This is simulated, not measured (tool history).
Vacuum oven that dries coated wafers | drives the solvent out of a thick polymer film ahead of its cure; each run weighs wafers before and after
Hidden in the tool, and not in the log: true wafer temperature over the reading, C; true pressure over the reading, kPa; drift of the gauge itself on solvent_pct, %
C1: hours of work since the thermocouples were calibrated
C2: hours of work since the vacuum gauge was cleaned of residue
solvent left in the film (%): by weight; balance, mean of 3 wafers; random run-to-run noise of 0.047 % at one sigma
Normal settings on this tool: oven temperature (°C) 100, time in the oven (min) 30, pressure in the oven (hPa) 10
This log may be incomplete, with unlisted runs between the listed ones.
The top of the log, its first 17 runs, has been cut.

run 18 day=5.967 | oven_temperature_(°C)=100 time_in_the_oven_(min)=35 pressure_in_the_oven_(hPa)=10 | C1=84 C2=159 | solvent_left_in_the_film_(%)=4.04
run 19 day=6.475 | oven_temperature_(°C)=100 time_in_the_oven_(min)=35 pressure_in_the_oven_(hPa)=23.2 | C1=91 C2=165 | solvent_left_in_the_film_(%)=6.15
run 20 day=6.967 | oven_temperature_(°C)=100 time_in_the_oven_(min)=35 pressure_in_the_oven_(hPa)=23.2 | C1=97 C2=172 | solvent_left_in_the_film_(%)=6.3
run 21 day=7.45 | oven_temperature_(°C)=100 time_in_the_oven_(min)=18 pressure_in_the_oven_(hPa)=10 | C1=103 C2=178 | solvent_left_in_the_film_(%)=6.21
run 22 day=7.867 | oven_temperature_(°C)=100 time_in_the_oven_(min)=18 pressure_in_the_oven_(hPa)=10 | C1=109 C2=183 | solvent_left_in_the_film_(%)=6.17
run 23 day=8.383 | oven_temperature_(°C)=100 time_in_the_oven_(min)=18 pressure_in_the_oven_(hPa)=10 | C1=115 C2=190 | solvent_left_in_the_film_(%)=6.12
run 24 day=8.888 | oven_temperature_(°C)=100 time_in_the_oven_(min)=26 pressure_in_the_oven_(hPa)=10 | C1=122 C2=197 | solvent_left_in_the_film_(%)=4.99
run 25 day=9.138 | oven_temperature_(°C)=114 time_in_the_oven_(min)=32 pressure_in_the_oven_(hPa)=31.1 | C1=125 C2=200 | solvent_left_in_the_film_(%)=4.37
run 26 day=9.621 | oven_temperature_(°C)=114 time_in_the_oven_(min)=32 pressure_in_the_oven_(hPa)=31.1 | C1=132 C2=206 | solvent_left_in_the_film_(%)=4.38
run 27 day=9.962 | oven_temperature_(°C)=100 time_in_the_oven_(min)=49 pressure_in_the_oven_(hPa)=5.6 | C1=136 C2=211 | solvent_left_in_the_film_(%)=2.37
run 28 day=10.242 | oven_temperature_(°C)=108 time_in_the_oven_(min)=23 pressure_in_the_oven_(hPa)=8.4 | C1=140 C2=214 | solvent_left_in_the_film_(%)=3.34
run 29 day=10.721 | oven_temperature_(°C)=108 time_in_the_oven_(min)=23 pressure_in_the_oven_(hPa)=8.4 | C1=146 C2=220 | solvent_left_in_the_film_(%)=3.31
run 30 day=11.046 | oven_temperature_(°C)=108 time_in_the_oven_(min)=23 pressure_in_the_oven_(hPa)=8.4 | C1=150 C2=225 | solvent_left_in_the_film_(%)=3.25
run 31 day=11.342 | oven_temperature_(°C)=86 time_in_the_oven_(min)=39 pressure_in_the_oven_(hPa)=11.4 | C1=154 C2=229 | solvent_left_in_the_film_(%)=7.69
run 32 day=11.838 | oven_temperature_(°C)=100 time_in_the_oven_(min)=26 pressure_in_the_oven_(hPa)=9.4 | C1=160 C2=235 | solvent_left_in_the_film_(%)=4.9

Expected results for the next run?
run 33 day=12.317 | oven_temperature_(°C)=100 time_in_the_oven_(min)=26 pressure_in_the_oven_(hPa)=9.4 | C1=167 C2=241 | solvent_left_in_the_film_(%)=?

solvent left in the film (%): 4.86
The same run, on a tool lacking any hidden state, would have yielded solvent left in the film (%) 4.84.
